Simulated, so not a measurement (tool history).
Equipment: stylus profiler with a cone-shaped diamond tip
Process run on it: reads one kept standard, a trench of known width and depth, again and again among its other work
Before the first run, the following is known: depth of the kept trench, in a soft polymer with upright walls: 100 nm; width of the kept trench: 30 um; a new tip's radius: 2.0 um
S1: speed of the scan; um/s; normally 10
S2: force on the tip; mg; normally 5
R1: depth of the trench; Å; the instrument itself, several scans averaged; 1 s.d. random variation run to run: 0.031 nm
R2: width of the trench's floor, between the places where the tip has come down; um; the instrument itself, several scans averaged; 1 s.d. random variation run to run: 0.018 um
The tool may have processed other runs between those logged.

run   hour  S1    S2      R1     R2
  1      0  10     5  1021.1  28.59
  2   28.9   3     5  1020.7  28.55
  3     59   3     5  1021.3  28.58
      61.1  -- height scale calibrated on a step standard
  4     84   3     5  1020.6  28.59
  5  112.6  10     5  1020.2  28.55
  6  136.4  10  7.17  1026.4  28.52
  7  153.2  14  6.11  1023.5  28.53
  8  177.3   4     5  1020.5   28.6
  9  206.8   3   9.4  1032.7  28.56
     220.7  -- height scale calibrated on a step standard, once more
 10  241.6   2  5.61  1025.5  28.56
 11  265.7   2  5.61  1026.2  28.52

Below are 3 alternative next runs, each starting from the tool's condition after run 11. Predict each:
  A  302.5  12  4.32   ?   ?
  B  302.5  14     5   ?   ?
  C  302.5   2  3.82   ?   ?

run      R1     R2
  A  1022.5  28.53
  B  1023.8  28.53
  C  1019.3  28.53
What these runs would have given with no unlogged condition in the tool:
run      R1     R2
  A  1022.2  28.73
  B  1023.5  28.73
  C    1019  28.73
